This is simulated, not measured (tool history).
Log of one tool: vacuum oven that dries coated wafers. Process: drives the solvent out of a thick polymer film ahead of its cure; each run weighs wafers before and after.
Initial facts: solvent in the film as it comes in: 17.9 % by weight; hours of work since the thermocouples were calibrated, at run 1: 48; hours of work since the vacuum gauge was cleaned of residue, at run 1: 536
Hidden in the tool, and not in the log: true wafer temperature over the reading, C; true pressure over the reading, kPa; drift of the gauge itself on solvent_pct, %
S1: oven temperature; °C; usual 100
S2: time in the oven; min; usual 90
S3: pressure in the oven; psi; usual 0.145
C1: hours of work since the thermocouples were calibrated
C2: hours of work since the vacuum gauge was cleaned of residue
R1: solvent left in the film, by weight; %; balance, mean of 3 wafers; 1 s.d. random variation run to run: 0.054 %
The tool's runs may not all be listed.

Run 1, hour 0: usual settings; C1 48; C2 536. Result: R1 2.07 %.
Run 2, hour 12.1: usual settings but S3 0.084 psi; C1 57; C2 545. Result: R1 1.82 %.
Run 3, hour 27.9: usual settings but S3 0.084 psi; C1 68; C2 557. Result: R1 1.91 %.
Run 4, hour 38.6: usual settings but S3 0.448 psi; C1 76; C2 564. Result: R1 3.38 %.
Run 5, hour 47.4: usual settings but S3 0.448 psi; C1 83; C2 571. Result: R1 3.35 %.
Run 6, hour 61.9: usual settings but S3 0.357 psi; C1 93; C2 582. Result: R1 3 %.
Run 7, hour 75.6: usual settings but S3 0.357 psi; C1 103; C2 592. Result: R1 2.94 %.
Run 8, hour 87.6: usual settings but S3 0.357 psi; C1 112; C2 601. Result: R1 3.09 %.
Run 9, hour 99.4: usual settings but S3 0.357 psi; C1 121; C2 609. Result: R1 2.96 %.
Run 10, hour 107.4: usual settings but S3 0.357 psi; C1 127; C2 615. Result: R1 2.96 %.
Run 11, hour 122.7: usual settings but S1 103 °C, S3 0.357 psi; C1 138; C2 626. Result: R1 2.24 %.
Run 12, hour 135.4: usual settings but S2 78 min; C1 147; C2 636. Result: R1 2.58 %.
Run 13, hour 154.6: usual settings; C1 161; C2 650. Result: R1 2.15 %.
Run 14, hour 170.6: usual settings but S2 155 min; C1 173; C2 661. Result: R1 0.99 %.
Run 15, hour 184.4: usual settings but S2 88 min; C1 183; C2 672. Result: R1 2.28 %.
Run 16, hour 196.4: usual settings; C1 192; C2 680. Result: R1 2.12 %.
Run 17, hour 210.2: usual settings; C1 202; C2 691. Result: R1 2.03 %.
Run 18, hour 220.8: usual settings; C1 210; C2 698. Result: R1 2.26 %.
Run 19, hour 229.4: usual settings but S1 112 °C, S2 145 min; C1 216; C2 705. Result: R1 0.47 %.
Run 20, hour 245.9: usual settings but S1 112 °C, S2 145 min; C1 228; C2 717. Result: R1 0.54 %.
Run 21, hour 260.5: usual settings but S2 63 min, S3 0.109 psi; C1 239; C2 728. Result: R1 3.48 %.
Run 22, hour 278.5: usual settings but S1 90 °C, S2 92 min, S3 0.351 psi; C1 252; C2 741. Result: R1 5.9 %.
Run 23, hour 288.4: usual settings but S1 112 °C, S2 105 min; C1 260; C2 748. Result: R1 0.59 %.
At hour 290.9: vacuum gauge cleaned of residue and calibrated.
Run 24, hour 301.6: usual settings but S1 108 °C, S2 137 min; C1 268; C2 8. Result: R1 0.65 %.
Run 25, hour 310.5: usual settings but S1 114 °C, S2 93 min; C1 275; C2 14. Result: R1 0.57 %.
Run 26, hour 321.4: usual settings but S1 98 °C; C1 283; C2 22. Result: R1 2.85 %.
Run 27, hour 339.1: usual settings but S1 98 °C, S2 151 min, S3 0.444 psi; C1 296; C2 35. Result: R1 2.77 %.
Run 28, hour 356.2: usual settings but S1 90 °C, S2 154 min; C1 308; C2 48. Result: R1 2.87 %.
Run 29, hour 373.7: usual settings but S1 87 °C, S3 0.344 psi; C1 321; C2 61. Result: R1 7.2 %.
At hour 392.7: vacuum gauge cleaned of residue and calibrated, once more.
Run 30, hour 394.7: usual settings but S1 113 °C, S2 128 min, S3 0.238 psi; C1 336; C2 1. Result: R1 0.79 %.
Run 31, hour 408.4: usual settings but S1 113 °C, S2 128 min, S3 0.238 psi; C1 346; C2 12. Result: R1 0.71 %.
Run 32, hour 424.4: usual settings but S2 139 min, S3 0.247 psi; C1 357; C2 23. Result: R1 1.52 %.
Run 33, hour 439.5: usual settings but S1 114 °C, S2 50 min, S3 0.247 psi; C1 368; C2 34. Result: R1 1.52 %.
Run 34, hour 454.3: usual settings but S1 104 °C, S2 126 min, S3 0.181 psi; C1 379; C2 45. Result: R1 0.94 %.
Run 35, hour 468.9: usual settings but S1 104 °C, S2 126 min, S3 0.422 psi; C1 390; C2 56. Result: R1 1.86 %.
Run 36, hour 478.2: usual settings but S2 53 min, S3 0.171 psi; C1 397; C2 63. Result: R1 4.44 %.

4 ways to go on from here, each from the tool as it stands after run 36. What would each give?
Run A, hour 495.6: usual settings but S1 104 °C; C1 410; C2 76. Result: R1 ?.
Run B, hour 495.6: usual settings but S1 97 °C, S2 63 min, S3 0.312 psi; C1 410; C2 76. Result: R1 ?.
Run C, hour 495.6: usual settings but S1 89 °C; C1 410; C2 76. Result: R1 ?.
Run D, hour 495.6: usual settings but S1 96 °C, S2 74 min, S3 0.345 psi; C1 410; C2 76. Result: R1 ?.

run    R1
  A  1.34
  B  5.12
  C  5.26
  D  4.79
Without the tool's unlogged condition, the same runs would have read:
run    R1
  A  1.28
  B     5
  C  5.14
  D  4.68
